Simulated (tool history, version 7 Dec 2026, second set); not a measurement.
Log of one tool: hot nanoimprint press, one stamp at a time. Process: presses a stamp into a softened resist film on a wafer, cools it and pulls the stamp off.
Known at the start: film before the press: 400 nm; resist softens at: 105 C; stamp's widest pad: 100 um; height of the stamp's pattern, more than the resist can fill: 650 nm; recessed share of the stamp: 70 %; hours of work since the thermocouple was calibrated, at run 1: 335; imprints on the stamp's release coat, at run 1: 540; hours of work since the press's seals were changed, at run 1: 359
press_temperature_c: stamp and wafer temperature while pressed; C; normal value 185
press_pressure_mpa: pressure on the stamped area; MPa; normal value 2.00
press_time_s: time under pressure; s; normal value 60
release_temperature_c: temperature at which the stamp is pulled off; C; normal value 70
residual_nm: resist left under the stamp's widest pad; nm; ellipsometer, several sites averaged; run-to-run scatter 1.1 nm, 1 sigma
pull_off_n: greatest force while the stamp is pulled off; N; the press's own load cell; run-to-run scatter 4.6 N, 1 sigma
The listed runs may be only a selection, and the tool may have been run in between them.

run	hour	press_temperature_c	press_pressure_mpa	press_time_s	release_temperature_c	hours of work since the thermocouple was calibrated	imprints on the stamp's release coat	hours of work since the press's seals were changed	residual_nm	pull_off_n
1	0.0	185	2.00	60	70	335	540	359	162.4	234
2	21.8	185	2.00	60	70	345	580	369	161.1	229
3	44.0	185	2.00	60	70	356	621	379	161.4	228
4	67.0	185	2.00	60	55	366	664	390	161.5	293
5	85.5	185	2.00	60	55	375	698	399	163.5	298
6	110.0	185	2.00	60	70	386	743	410	160.2	229
# hour 136.2: plate thermocouple calibrated
# hour 142.2: stamp cleaned and given a new release coat
7	142.6	185	2.00	60	70	0	1	421	163.8	226
8	168.5	185	2.00	110	70	12	49	433	127.3	226
9	188.3	185	2.00	110	70	21	85	442	127.5	218
10	208.9	185	2.00	110	70	31	123	452	127.3	224
11	234.0	185	2.00	110	70	43	169	463	127.9	224
12	245.3	185	2.00	110	70	48	190	469	127.3	224
13	271.7	182	2.91	32	65	60	239	481	191.3	245
14	292.6	185	2.00	65	70	70	278	491	155.9	218
15	312.3	185	2.00	48	68	79	314	500	174.9	235
16	333.2	185	2.02	87	73	89	353	509	140.4	220
17	345.3	185	2.00	48	70	94	375	515	176.1	232
18	357.0	185	2.99	48	61	100	397	520	144.0	269
19	372.9	191	1.97	30	57	107	426	528	174.9	286
20	396.8	185	2.00	109	75	118	470	539	126.7	207
21	413.2	185	2.00	109	75	126	500	546	130.3	206
22	426.7	197	1.94	109	55	132	525	553	86.2	312
23	450.2	197	1.94	109	55	143	569	564	86.1	299

Predict the results of run 24:
24	473.4	197	1.94	109	55	154	612	574	?	?

residual_nm: 85.2 nm
pull_off_n: 296 N
Without the tool's hidden state the same run would have given residual_nm 85.2 nm, pull_off_n 294 N.

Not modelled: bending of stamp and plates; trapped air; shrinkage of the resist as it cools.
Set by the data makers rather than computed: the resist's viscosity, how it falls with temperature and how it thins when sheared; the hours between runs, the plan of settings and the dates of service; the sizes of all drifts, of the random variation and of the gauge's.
